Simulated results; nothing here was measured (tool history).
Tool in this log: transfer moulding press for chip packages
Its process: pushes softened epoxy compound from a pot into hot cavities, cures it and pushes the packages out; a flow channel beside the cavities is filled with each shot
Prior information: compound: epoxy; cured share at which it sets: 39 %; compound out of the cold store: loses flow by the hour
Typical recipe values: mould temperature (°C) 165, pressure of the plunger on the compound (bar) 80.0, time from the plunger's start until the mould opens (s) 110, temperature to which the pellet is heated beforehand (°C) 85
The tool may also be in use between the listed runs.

run,hour,mould temperature (°C),pressure of the plunger on the compound (bar),time from the plunger's start until the mould opens (s),temperature to which the pellet is heated beforehand (°C),incoming compound's hours out of the cold store,length that the compound runs in the flow channel (mm),greatest force on the pins that push the packages out (N)
1,0.0,165,80.0,110,85,41.8,601,473
2,24.2,165,80.0,110,85,19.8,682,612
3,44.0,165,80.0,110,85,11.5,710,754
4,57.6,165,80.0,147,85,22.3,663,603
5,81.3,165,80.0,110,85,13.0,701,891
# hour 84.4: cavities cleaned with cleaning compound and waxed
6,93.6,165,80.0,110,85,45.7,590,532
7,106.8,157,80.0,110,85,8.9,737,1175
8,130.2,165,80.0,110,85,29.6,639,713
# hour 135.7: mould's thermocouples calibrated
9,154.7,165,80.0,110,85,27.0,643,807
# hour 169.5: cavities cleaned with cleaning compound and waxed
10,173.9,165,80.0,110,85,30.8,627,519
11,187.0,165,80.0,110,91,45.7,582,580
# hour 204.7: mould's thermocouples calibrated, once more
12,204.7,165,80.0,110,85,39.0,606,616
13,223.3,165,80.0,110,85,39.2,593,672
14,238.1,165,80.0,110,85,45.2,578,729
15,251.0,163,81.8,147,85,10.5,706,654
# hour 254.6: cavities cleaned with cleaning compound and waxed
16,267.4,163,81.8,147,85,32.9,625,439
17,287.6,169,68.6,146,85,27.0,587,511
18,297.9,170,80.0,110,85,14.5,672,586
19,310.4,167,99.9,110,77,12.3,767,701
20,334.0,165,80.0,110,80,31.0,622,787
# hour 339.5: cavities cleaned with cleaning compound and waxed
21,348.3,165,80.0,110,80,17.9,657,573
22,359.3,160,70.3,115,87,39.3,558,710
23,382.2,166,74.3,110,85,33.3,581,647
# hour 391.1: plunger's sealing rings changed
24,408.1,163,80.0,107,81,23.3,675,938
# hour 426.3: cavities cleaned with cleaning compound and waxed
25,426.3,163,80.0,107,81,31.6,644,544
26,442.6,170,98.6,100,95,33.5,695,523
27,462.7,165,89.9,110,85,24.0,706,665
28,483.1,165,65.5,121,81,35.0,566,644

Consider 3 possible next runs. They are alternatives, not a sequence: every one starts from the tool as it was left by run 28. What does each give?
A,498.6,158,65.5,121,81,13.9,?,?
B,498.6,165,80.0,115,85,43.9,?,?
C,498.6,167,60.5,110,95,30.0,?,?

run,length that the compound runs in the flow channel (mm),greatest force on the pins that push the packages out (N)
A,643,1084
B,598,743
C,553,698
What these runs would have given with no unlogged condition in the tool:
run,length that the compound runs in the flow channel (mm),greatest force on the pins that push the packages out (N)
A,651,649
B,606,447
C,560,420

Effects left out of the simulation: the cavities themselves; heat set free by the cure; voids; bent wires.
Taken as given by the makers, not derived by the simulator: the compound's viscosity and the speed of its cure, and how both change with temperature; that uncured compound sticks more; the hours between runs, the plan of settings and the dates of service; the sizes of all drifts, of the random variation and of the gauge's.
